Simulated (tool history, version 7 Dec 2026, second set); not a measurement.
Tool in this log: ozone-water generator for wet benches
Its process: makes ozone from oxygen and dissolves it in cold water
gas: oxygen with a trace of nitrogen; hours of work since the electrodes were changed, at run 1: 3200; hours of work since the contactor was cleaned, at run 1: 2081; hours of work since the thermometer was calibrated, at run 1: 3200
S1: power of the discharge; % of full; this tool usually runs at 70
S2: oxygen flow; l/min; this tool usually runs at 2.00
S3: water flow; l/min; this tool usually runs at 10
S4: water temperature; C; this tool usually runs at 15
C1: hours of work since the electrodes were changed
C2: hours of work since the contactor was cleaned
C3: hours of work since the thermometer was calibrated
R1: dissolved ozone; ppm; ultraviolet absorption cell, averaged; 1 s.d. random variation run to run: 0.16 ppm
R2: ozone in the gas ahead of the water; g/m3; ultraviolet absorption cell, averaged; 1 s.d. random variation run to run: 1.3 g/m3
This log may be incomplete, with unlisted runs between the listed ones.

{"run": 1, "day": 0.0, "S1": 70, "S2": 2.0, "S3": 10, "S4": 15, "C1": 3200, "C2": 2081, "C3": 3200, "R1": 17.9, "R2": 213.8}
{"run": 2, "day": 2.75, "S1": 70, "S2": 1.91, "S3": 10, "S4": 15, "C1": 3258, "C2": 2139, "C3": 3258, "R1": 17.8, "R2": 220.6}
{"run": 3, "day": 5.475, "S1": 70, "S2": 2.0, "S3": 10, "S4": 15, "C1": 3316, "C2": 2197, "C3": 3316, "R1": 17.7, "R2": 213.0}
{"run": 4, "day": 7.538, "S1": 70, "S2": 2.0, "S3": 10, "S4": 15, "C1": 3360, "C2": 2241, "C3": 3360, "R1": 17.6, "R2": 213.5}
{"run": 5, "day": 9.296, "S1": 70, "S2": 2.0, "S3": 10, "S4": 15, "C1": 3397, "C2": 2278, "C3": 3397, "R1": 17.5, "R2": 211.2}
{"run": 6, "day": 11.821, "S1": 70, "S2": 2.0, "S3": 10, "S4": 15, "C1": 3451, "C2": 2332, "C3": 3451, "R1": 17.5, "R2": 212.3}
{"run": 7, "day": 13.708, "S1": 70, "S2": 3.24, "S3": 10, "S4": 15, "C1": 3491, "C2": 2372, "C3": 3491, "R1": 17.0, "R2": 157.1}
{"run": 8, "day": 17.629, "S1": 70, "S2": 3.24, "S3": 10, "S4": 15, "C1": 3574, "C2": 2455, "C3": 3574, "R1": 17.1, "R2": 156.7}
{"run": 9, "day": 20.217, "S1": 70, "S2": 2.0, "S3": 10, "S4": 15, "C1": 3629, "C2": 2510, "C3": 3629, "R1": 17.1, "R2": 210.3}
{"run": 10, "day": 24.038, "S1": 70, "S2": 1.17, "S3": 10, "S4": 15, "C1": 3710, "C2": 2591, "C3": 3710, "R1": 16.5, "R2": 294.2}
{"run": 11, "day": 26.779, "S1": 70, "S2": 2.71, "S3": 10, "S4": 15, "C1": 3769, "C2": 2650, "C3": 3769, "R1": 16.9, "R2": 174.2}
{"run": 12, "day": 29.104, "S1": 70, "S2": 2.0, "S3": 10, "S4": 7, "C1": 3818, "C2": 2699, "C3": 3818, "R1": 18.4, "R2": 211.1}
{"run": 13, "day": 31.271, "S1": 70, "S2": 2.0, "S3": 10, "S4": 7, "C1": 3864, "C2": 2745, "C3": 3864, "R1": 18.4, "R2": 210.2}
{"run": 14, "day": 34.038, "S1": 70, "S2": 3.04, "S3": 10, "S4": 22, "C1": 3923, "C2": 2804, "C3": 3923, "R1": 15.1, "R2": 161.5}
{"run": 15, "day": 36.517, "S1": 70, "S2": 3.04, "S3": 10, "S4": 22, "C1": 3975, "C2": 2856, "C3": 3975, "R1": 15.0, "R2": 161.1}
{"run": 16, "day": 38.162, "S1": 57, "S2": 1.47, "S3": 10, "S4": 11, "C1": 4010, "C2": 2891, "C3": 4010, "R1": 15.3, "R2": 222.0}
{"run": 17, "day": 41.562, "S1": 57, "S2": 1.66, "S3": 10, "S4": 7, "C1": 4082, "C2": 2963, "C3": 4082, "R1": 16.0, "R2": 207.9}
{"run": 18, "day": 45.492, "S1": 43, "S2": 1.15, "S3": 11, "S4": 10, "C1": 4166, "C2": 3047, "C3": 4166, "R1": 11.3, "R2": 219.5}
{"run": 19, "day": 49.45, "S1": 76, "S2": 1.26, "S3": 12, "S4": 17, "C1": 4250, "C2": 3131, "C3": 4250, "R1": 13.9, "R2": 288.1}
{"run": 20, "day": 51.192, "S1": 76, "S2": 1.26, "S3": 12, "S4": 17, "C1": 4287, "C2": 3168, "C3": 4287, "R1": 13.7, "R2": 289.2}

Below are 5 alternative next runs, each starting from the tool's condition after run 20. Predict each:
{"day": 55.071, "done": "contactor cleaned"}
{"run": "A", "day": 55.071, "S1": 51, "S2": 2.34, "S3": 9, "S4": 17, "C1": 4366, "C2": 0, "C3": 4366, "R1": "?", "R2": "?"}
{"day": 55.071, "done": "contactor cleaned"}
{"run": "B", "day": 55.071, "S1": 70, "S2": 2.0, "S3": 14, "S4": 15, "C1": 4366, "C2": 0, "C3": 4366, "R1": "?", "R2": "?"}
{"day": 55.071, "done": "contactor cleaned"}
{"run": "C", "day": 55.071, "S1": 61, "S2": 2.0, "S3": 10, "S4": 15, "C1": 4366, "C2": 0, "C3": 4366, "R1": "?", "R2": "?"}
{"day": 55.071, "done": "contactor cleaned"}
{"run": "D", "day": 55.071, "S1": 62, "S2": 2.13, "S3": 12, "S4": 12, "C1": 4366, "C2": 0, "C3": 4366, "R1": "?", "R2": "?"}
{"day": 55.071, "done": "contactor cleaned"}
{"run": "E", "day": 55.071, "S1": 76, "S2": 1.26, "S3": 12, "S4": 20, "C1": 4366, "C2": 0, "C3": 4366, "R1": "?", "R2": "?"}

run=A R1=16.1 R2=157.8
run=B R1=13.8 R2=207.6
run=C R1=16.9 R2=191.1
run=D R1=15.0 R2=183.8
run=E R1=15.1 R2=287.4
The same runs, with their run-to-run variation unchanged, on a tool lacking any hidden condition would have given:
run=A R1=18.2 R2=176.7
run=B R1=16.0 R2=239.0
run=C R1=19.4 R2=217.5
run=D R1=17.2 R2=209.5
run=E R1=17.6 R2=333.2

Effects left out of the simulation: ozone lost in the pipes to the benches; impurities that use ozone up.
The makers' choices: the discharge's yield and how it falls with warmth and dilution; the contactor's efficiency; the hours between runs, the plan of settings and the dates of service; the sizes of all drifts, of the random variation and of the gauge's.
